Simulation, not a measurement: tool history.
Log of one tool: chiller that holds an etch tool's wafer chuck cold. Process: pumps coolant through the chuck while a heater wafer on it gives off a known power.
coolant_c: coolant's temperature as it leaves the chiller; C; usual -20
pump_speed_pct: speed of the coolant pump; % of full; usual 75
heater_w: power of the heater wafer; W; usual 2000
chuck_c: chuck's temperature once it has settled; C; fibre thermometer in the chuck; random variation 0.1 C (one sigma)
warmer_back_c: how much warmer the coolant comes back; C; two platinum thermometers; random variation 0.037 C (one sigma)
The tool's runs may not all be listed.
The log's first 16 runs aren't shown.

| run | day | coolant_c | pump_speed_pct | heater_w | hours since the coolant was changed and the channels were flushed | hours since the pump was overhauled | hours since the chiller's thermometer was calibrated | chuck_c | warmer_back_c |
|---|---|---|---|---|---|---|---|---|---|
| 17 | 24.662 | -20 | 71 | 1320 | 2928 | 2510 | 66 | -8.5 | 5.16 |
| 18 | 26.517 | -15 | 67 | 1320 | 2973 | 2555 | 110 | -2.6 | 5.56 |
| 19 | 27.771 | -15 | 67 | 1320 | 3003 | 2585 | 140 | -2.6 | 5.57 |
| 20 | 29.146 | -24 | 86 | 1010 | 3036 | 2618 | 174 | -16.5 | 3.26 |
| 21 | 30.854 | -24 | 86 | 1010 | 3077 | 2659 | 215 | -16.6 | 3.23 |
| 22 | 32.954 | -24 | 86 | 1010 | 3127 | 2709 | 265 | -16.5 | 3.26 |
| 23 | 34.704 | -25 | 70 | 1309 | 3169 | 2751 | 307 | -13.1 | 5.30 |
| 24 | 36.546 | -25 | 70 | 1309 | 3213 | 2795 | 351 | -13.1 | 5.29 |
| 25 | 37.854 | -15 | 66 | 1857 | 3245 | 2827 | 383 | 2.9 | 7.94 |
| 26 | 38.946 | -12 | 92 | 1857 | 3271 | 2853 | 409 | 1.1 | 5.61 |
| 27 | 41.142 | -12 | 92 | 1857 | 3324 | 2906 | 461 | 1.0 | 5.57 |
| 28 | 42.796 | -12 | 92 | 1857 | 3363 | 2945 | 501 | 1.2 | 5.59 |
|  | 43.358 | coolant changed, channels flushed |
| 29 | 44.788 | -27 | 60 | 1524 | 34 | 2987 | 543 | -12.7 | 7.38 |
| 30 | 47.038 | -17 | 84 | 1775 | 88 | 3041 | 597 | -4.8 | 5.92 |
| 31 | 48.862 | -24 | 75 | 2000 | 132 | 3085 | 641 | -8.9 | 7.52 |

Forecast each of these 4 alternatives for the next run:
| A | 50.562 | -30 | 75 | 2630 | 173 | 3126 | 681 | ? | ? |
| B | 50.562 | -20 | 80 | 2000 | 173 | 3126 | 681 | ? | ? |
| C | 50.562 | -24 | 63 | 2000 | 173 | 3126 | 681 | ? | ? |
| D | 50.562 | -20 | 91 | 1638 | 173 | 3126 | 681 | ? | ? |

| run | chuck_c | warmer_back_c |
|---|---|---|
| A | -9.7 | 10.00 |
| B | -5.6 | 6.98 |
| C | -5.7 | 9.10 |
| D | -9.6 | 5.01 |
Without the tool's hidden state the same runs would have given:
| run | chuck_c | warmer_back_c |
|---|---|---|
| A | -10.9 | 9.45 |
| B | -6.5 | 6.58 |
| C | -6.8 | 8.58 |
| D | -10.2 | 4.73 |

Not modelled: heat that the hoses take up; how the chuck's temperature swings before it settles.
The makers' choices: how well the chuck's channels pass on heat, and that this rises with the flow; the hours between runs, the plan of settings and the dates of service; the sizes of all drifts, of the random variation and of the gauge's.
